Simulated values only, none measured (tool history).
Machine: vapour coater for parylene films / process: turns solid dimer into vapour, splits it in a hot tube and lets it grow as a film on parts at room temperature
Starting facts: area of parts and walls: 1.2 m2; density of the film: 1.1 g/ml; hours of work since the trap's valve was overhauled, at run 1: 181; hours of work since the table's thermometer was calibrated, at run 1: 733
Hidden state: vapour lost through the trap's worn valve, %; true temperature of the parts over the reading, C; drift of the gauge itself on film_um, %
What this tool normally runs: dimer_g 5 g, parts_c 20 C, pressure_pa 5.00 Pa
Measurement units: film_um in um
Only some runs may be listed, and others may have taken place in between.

| run | day | dimer_g | parts_c | pressure_pa | hours of work since the trap's valve was overhauled | hours of work since the table's thermometer was calibrated | film_um |
|---|---|---|---|---|---|---|---|
| 1 | 0.000 | 5 | 20 | 5.00 | 181 | 733 | 2.41 |
| 2 | 0.600 | 5 | 20 | 5.00 | 193 | 746 | 2.39 |
| 3 | 1.004 | 5 | 20 | 5.00 | 202 | 755 | 2.31 |
|  | 1.388 | trap's valve overhauled |
| 4 | 1.979 | 5 | 13 | 5.00 | 12 | 772 | 2.98 |
| 5 | 2.671 | 5 | 13 | 5.00 | 27 | 786 | 2.95 |
| 6 | 3.488 | 8 | 13 | 5.00 | 44 | 804 | 4.70 |
| 7 | 3.892 | 5 | 20 | 5.00 | 53 | 812 | 2.52 |
| 8 | 4.404 | 5 | 20 | 5.00 | 64 | 823 | 2.53 |
| 9 | 5.192 | 5 | 20 | 5.00 | 80 | 840 | 2.51 |
| 10 | 6.029 | 5 | 20 | 5.00 | 98 | 857 | 2.47 |
| 11 | 6.721 | 5 | 13 | 5.00 | 113 | 872 | 2.88 |
| 12 | 7.125 | 5 | 20 | 5.47 | 121 | 880 | 2.41 |
| 13 | 7.496 | 5 | 20 | 5.47 | 129 | 888 | 2.40 |
| 14 | 8.075 | 5 | 20 | 5.50 | 141 | 901 | 2.36 |
| 15 | 8.838 | 5 | 20 | 3.88 | 158 | 917 | 2.58 |
| 16 | 9.500 | 5 | 20 | 3.88 | 172 | 931 | 2.52 |
| 17 | 10.188 | 5 | 27 | 5.00 | 186 | 945 | 2.07 |
| 18 | 11.054 | 5 | 27 | 5.00 | 204 | 964 | 2.02 |
|  | 11.317 | trap's valve overhauled |
| 19 | 11.958 | 5 | 14 | 5.00 | 14 | 979 | 2.97 |
| 20 | 12.738 | 5 | 20 | 5.00 | 30 | 996 | 2.55 |
| 21 | 13.371 | 5 | 20 | 2.15 | 43 | 1009 | 3.09 |
| 22 | 14.188 | 5 | 20 | 2.15 | 61 | 1026 | 3.07 |
| 23 | 14.725 | 5 | 12 | 5.00 | 72 | 1038 | 3.01 |
| 24 | 15.354 | 5 | 12 | 5.00 | 85 | 1051 | 2.97 |
| 25 | 15.779 | 5 | 12 | 5.00 | 94 | 1060 | 2.91 |
| 26 | 16.146 | 4 | 20 | 5.00 | 102 | 1068 | 1.99 |
| 27 | 16.762 | 4 | 20 | 5.00 | 115 | 1081 | 1.99 |
| 28 | 17.404 | 2 | 20 | 11.01 | 129 | 1094 | 0.82 |
| 29 | 18.212 | 4 | 31 | 11.01 | 146 | 1111 | 1.25 |
| 30 | 18.767 | 6 | 31 | 2.36 | 158 | 1123 | 2.71 |
| 31 | 19.604 | 3 | 27 | 3.67 | 175 | 1141 | 1.32 |
| 32 | 20.471 | 3 | 27 | 3.67 | 194 | 1159 | 1.33 |
| 33 | 20.888 | 3 | 27 | 3.67 | 202 | 1168 | 1.29 |
|  | 21.208 | trap's valve overhauled |
| 34 | 21.833 | 9 | 18 | 4.57 | 13 | 1184 | 4.97 |
| 35 | 22.325 | 6 | 13 | 4.57 | 24 | 1195 | 3.72 |
| 36 | 23.033 | 2 | 14 | 2.43 | 39 | 1210 | 1.37 |
| 37 | 23.625 | 2 | 13 | 2.04 | 51 | 1222 | 1.44 |
| 38 | 24.142 | 2 | 13 | 2.04 | 62 | 1233 | 1.43 |
| 39 | 24.892 | 2 | 13 | 2.04 | 78 | 1249 | 1.43 |
| 40 | 25.767 | 7 | 20 | 9.00 | 96 | 1268 | 3.06 |
| 41 | 26.488 | 5 | 20 | 2.02 | 112 | 1283 | 3.03 |
| 42 | 27.188 | 4 | 25 | 4.11 | 127 | 1298 | 1.85 |
| 43 | 27.767 | 2 | 26 | 7.11 | 139 | 1310 | 0.80 |
| 44 | 28.121 | 2 | 26 | 7.11 | 146 | 1317 | 0.76 |
| 45 | 28.554 | 4 | 31 | 7.40 | 155 | 1327 | 1.37 |
| 46 | 29.283 | 2 | 28 | 9.56 | 171 | 1342 | 0.69 |

Hidden state at the last listed run before each entry between runs and at the first one after, where it differs:
From run 3 to run 4: trap's valve overhauled (day 1.388)
  vapour lost through the trap's worn valve, %: 9.9 -> 0.9; true temperature of the parts over the reading, C: -0.54 -> -0.55
  measured minus no-state result, film_um: -0.23 -> +0.01 um
From run 18 to run 19: trap's valve overhauled (day 11.317)
  vapour lost through the trap's worn valve, %: 10.6 -> 1.2; true temperature of the parts over the reading, C: -0.65 -> -0.66
  measured minus no-state result, film_um: -0.21 -> +0.01 um
From run 33 to run 34: trap's valve overhauled (day 21.208)
  vapour lost through the trap's worn valve, %: 10.7 -> 0.9; true temperature of the parts over the reading, C: -0.77 -> -0.78
  measured minus no-state result, film_um: -0.13 -> +0.04 um

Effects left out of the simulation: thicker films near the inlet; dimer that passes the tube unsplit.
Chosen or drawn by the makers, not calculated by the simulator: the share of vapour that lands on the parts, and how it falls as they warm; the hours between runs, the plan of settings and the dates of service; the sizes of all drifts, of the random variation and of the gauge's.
